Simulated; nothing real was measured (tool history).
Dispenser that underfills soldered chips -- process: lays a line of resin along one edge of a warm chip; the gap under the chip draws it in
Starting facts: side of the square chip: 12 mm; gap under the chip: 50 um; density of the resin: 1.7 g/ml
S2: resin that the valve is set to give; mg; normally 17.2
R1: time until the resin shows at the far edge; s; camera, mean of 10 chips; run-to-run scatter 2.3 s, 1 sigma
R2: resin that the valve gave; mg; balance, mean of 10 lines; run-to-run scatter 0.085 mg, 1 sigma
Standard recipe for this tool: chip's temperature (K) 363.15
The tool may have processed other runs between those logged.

Run 1, hour 0: usual settings. Result: R1 290.6 s, R2 16.75 mg.
At hour 1.7: dispensing valve cleaned and set on the balance.
Run 2, hour 4.9: usual settings but chip's temperature (K) 374.15. Result: R1 213.8 s, R2 17.15 mg.
At hour 6.2: new syringe of resin.
Run 3, hour 10.7: usual settings but chip's temperature (K) 374.15. Result: R1 176.1 s, R2 17.25 mg.
Run 4, hour 14.1: usual settings but chip's temperature (K) 374.15. Result: R1 209.9 s, R2 17.09 mg.
At hour 15.9: new syringe of resin.
Run 5, hour 21.5: usual settings. Result: R1 307.4 s, R2 17.01 mg.
At hour 25.7: new syringe of resin.
Run 6, hour 28: usual settings. Result: R1 260.7 s, R2 16.82 mg.
At hour 35.2: new syringe of resin.
Run 7, hour 35.4: usual settings but chip's temperature (K) 359.15, S2 22.1 mg. Result: R1 268.4 s, R2 21.53 mg.
Run 8, hour 40.3: usual settings but chip's temperature (K) 359.15, S2 22.1 mg. Result: R1 346.3 s, R2 21.7 mg.
At hour 44.7: new syringe of resin.
Run 9, hour 46.2: usual settings but chip's temperature (K) 359.15, S2 19.1 mg. Result: R1 298.1 s, R2 18.54 mg.
Run 10, hour 52.4: usual settings but chip's temperature (K) 359.15, S2 19.1 mg. Result: R1 414.7 s, R2 18.48 mg.

What does the tool deliver on the next run?
At hour 54.5: new syringe of resin.
At hour 55.5: dispensing valve cleaned and set on the balance.
Run 11, hour 59.7: usual settings but chip's temperature (K) 359.15. Result: R1 ?, R2 ?.

{"run 11": {"R1": 341.9, "R2": 17.13}}
Had the tool carried no hidden state, the very same run would have given R1 266.5 s, R2 17.2 mg.

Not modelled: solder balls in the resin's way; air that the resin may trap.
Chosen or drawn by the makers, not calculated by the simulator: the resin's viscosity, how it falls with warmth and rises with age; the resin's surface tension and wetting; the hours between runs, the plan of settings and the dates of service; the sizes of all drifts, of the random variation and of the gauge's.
